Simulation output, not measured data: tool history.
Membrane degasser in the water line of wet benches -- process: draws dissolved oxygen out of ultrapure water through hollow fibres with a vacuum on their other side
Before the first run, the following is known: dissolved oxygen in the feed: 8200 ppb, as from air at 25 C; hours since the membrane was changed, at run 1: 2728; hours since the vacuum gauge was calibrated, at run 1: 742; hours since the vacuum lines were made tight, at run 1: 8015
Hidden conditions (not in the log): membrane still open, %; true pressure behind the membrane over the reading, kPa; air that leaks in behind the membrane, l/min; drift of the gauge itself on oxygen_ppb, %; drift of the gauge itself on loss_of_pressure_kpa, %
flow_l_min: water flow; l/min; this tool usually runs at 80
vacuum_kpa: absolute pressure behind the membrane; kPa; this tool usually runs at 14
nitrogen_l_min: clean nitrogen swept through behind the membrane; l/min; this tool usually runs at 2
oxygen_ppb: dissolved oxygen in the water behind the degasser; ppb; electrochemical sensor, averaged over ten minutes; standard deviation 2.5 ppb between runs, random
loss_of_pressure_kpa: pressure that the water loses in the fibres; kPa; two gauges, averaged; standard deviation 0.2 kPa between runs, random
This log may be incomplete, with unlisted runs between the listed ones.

run	day	flow_l_min	vacuum_kpa	nitrogen_l_min	hours since the membrane was changed	hours since the vacuum gauge was calibrated	hours since the vacuum lines were made tight	oxygen_ppb	loss_of_pressure_kpa
1	0	80	14	2	2728	742	8015	804	45.59
2	6.696	80	14	2	2888	902	8175	809.3	45.46
3	13.096	57	14	2	3042	1056	8329	616.8	32.99
4	19.138	57	14	1.25	3187	1201	8474	882	32.49
5	23.146	80	14	4.14	3283	1297	8570	457.7	45.77
6	27.421	80	14	4.14	3386	1400	8673	461.2	45.64
7	34.4	80	14	4.14	3553	1567	8840	461.7	45.86
# day 34.854: vacuum gauge calibrated
8	37.642	80	14	4.14	3631	67	8918	459.9	45.49
9	42.638	125	28.5	1.18	3750	187	9037	3059.8	71.86
10	47.712	62	20.2	2.69	3872	309	9159	796.4	35.62
# day 50.258: seals of the vacuum lines changed
11	54.675	62	20.2	2.69	4037	474	106	792.8	35.29
12	61.817	56	13.4	2.69	4209	645	277	457.9	32.37
13	66.021	50	23.8	2	4310	746	378	1004.7	29.15

What if the next run were any one of these 4? Each begins from the tool's condition after run 13:
A	70.008	99	12.5	1.09	4405	842	474	?	?
B	70.008	80	9.4	2	4405	842	474	?	?
C	70.008	74	18.8	1.59	4405	842	474	?	?
D	70.008	112	16.1	4.03	4405	842	474	?	?

run	oxygen_ppb	loss_of_pressure_kpa
A	1259.1	57.15
B	497.4	46.29
C	1255.7	42.71
D	765.1	64.59
What these runs would have given with no unlogged condition in the tool:
run	oxygen_ppb	loss_of_pressure_kpa
A	1236.7	55.07
B	483.8	44.61
C	1243.7	41.16
D	748.4	62.24

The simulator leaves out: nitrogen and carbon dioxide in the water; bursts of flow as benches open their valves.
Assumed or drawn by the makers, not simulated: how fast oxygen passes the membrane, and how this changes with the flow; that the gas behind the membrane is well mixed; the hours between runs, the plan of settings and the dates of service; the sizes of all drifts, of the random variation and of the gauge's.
